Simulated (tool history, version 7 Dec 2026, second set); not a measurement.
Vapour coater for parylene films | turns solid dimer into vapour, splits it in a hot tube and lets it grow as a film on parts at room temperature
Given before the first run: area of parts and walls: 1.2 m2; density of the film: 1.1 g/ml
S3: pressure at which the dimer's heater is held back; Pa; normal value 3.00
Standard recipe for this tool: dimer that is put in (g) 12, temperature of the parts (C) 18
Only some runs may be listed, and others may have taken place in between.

Run 1, day 0.000: usual settings. Result: thickness of the film (nm) 5400.
Run 2, day 0.700: usual settings. Result: thickness of the film (nm) 5340.
Run 3, day 1.950: usual settings. Result: thickness of the film (nm) 5370.
Run 4, day 3.525: usual settings. Result: thickness of the film (nm) 5360.
Run 5, day 4.900: usual settings. Result: thickness of the film (nm) 5360.
Run 6, day 5.917: usual settings. Result: thickness of the film (nm) 5250.
Run 7, day 6.896: usual settings. Result: thickness of the film (nm) 5290.
Run 8, day 7.892: usual settings. Result: thickness of the film (nm) 5330.
Run 9, day 9.162: usual settings but S3 4.07 Pa. Result: thickness of the film (nm) 4950.
Run 10, day 10.792: usual settings but dimer that is put in (g) 6, S3 3.77 Pa. Result: thickness of the film (nm) 2550.
At day 10.904: table's thermometer calibrated.
Run 11, day 12.033: usual settings but dimer that is put in (g) 19. Result: thickness of the film (nm) 8460.
Run 12, day 13.650: usual settings but dimer that is put in (g) 19, S3 8.70 Pa. Result: thickness of the film (nm) 6820.
Run 13, day 15.029: usual settings but dimer that is put in (g) 5, temperature of the parts (C) 11, S3 4.91 Pa. Result: thickness of the film (nm) 2360.
Run 14, day 16.375: usual settings but dimer that is put in (g) 5, temperature of the parts (C) 11, S3 4.91 Pa. Result: thickness of the film (nm) 2340.
At day 17.921: trap's valve overhauled.
Run 15, day 18.258: usual settings but dimer that is put in (g) 5, temperature of the parts (C) 11, S3 4.91 Pa. Result: thickness of the film (nm) 2420.
At day 18.804: table's thermometer calibrated, once more.
Run 16, day 19.238: usual settings but dimer that is put in (g) 16, temperature of the parts (C) 11, S3 5.69 Pa. Result: thickness of the film (nm) 7790.
Run 17, day 20.800: usual settings but temperature of the parts (C) 27, S3 5.69 Pa. Result: thickness of the film (nm) 3990.
Run 18, day 21.700: usual settings but dimer that is put in (g) 14, temperature of the parts (C) 14. Result: thickness of the film (nm) 7240.

Each row is a separate what-if for the run after 18, all from the same tool condition, not one after another. Results?
Run A, day 23.321: usual settings but dimer that is put in (g) 10, temperature of the parts (C) 28, S3 5.22 Pa. Result: thickness of the film (nm) ?.
Run B, day 23.321: usual settings but dimer that is put in (g) 7, temperature of the parts (C) 14. Result: thickness of the film (nm) ?.
Run C, day 23.321: usual settings but dimer that is put in (g) 5, temperature of the parts (C) 22, S3 5.31 Pa. Result: thickness of the film (nm) ?.
Run D, day 23.321: usual settings but dimer that is put in (g) 16, temperature of the parts (C) 12, S3 5.36 Pa. Result: thickness of the film (nm) ?.

run  thickness of the film (nm)
  A                        3220
  B                        3600
  C                        1950
  D                        7710
With the hidden condition removed and each run's random variation left untouched, the same runs would have given:
run  thickness of the film (nm)
  A                        3240
  B                        3620
  C                        1960
  D                        7750
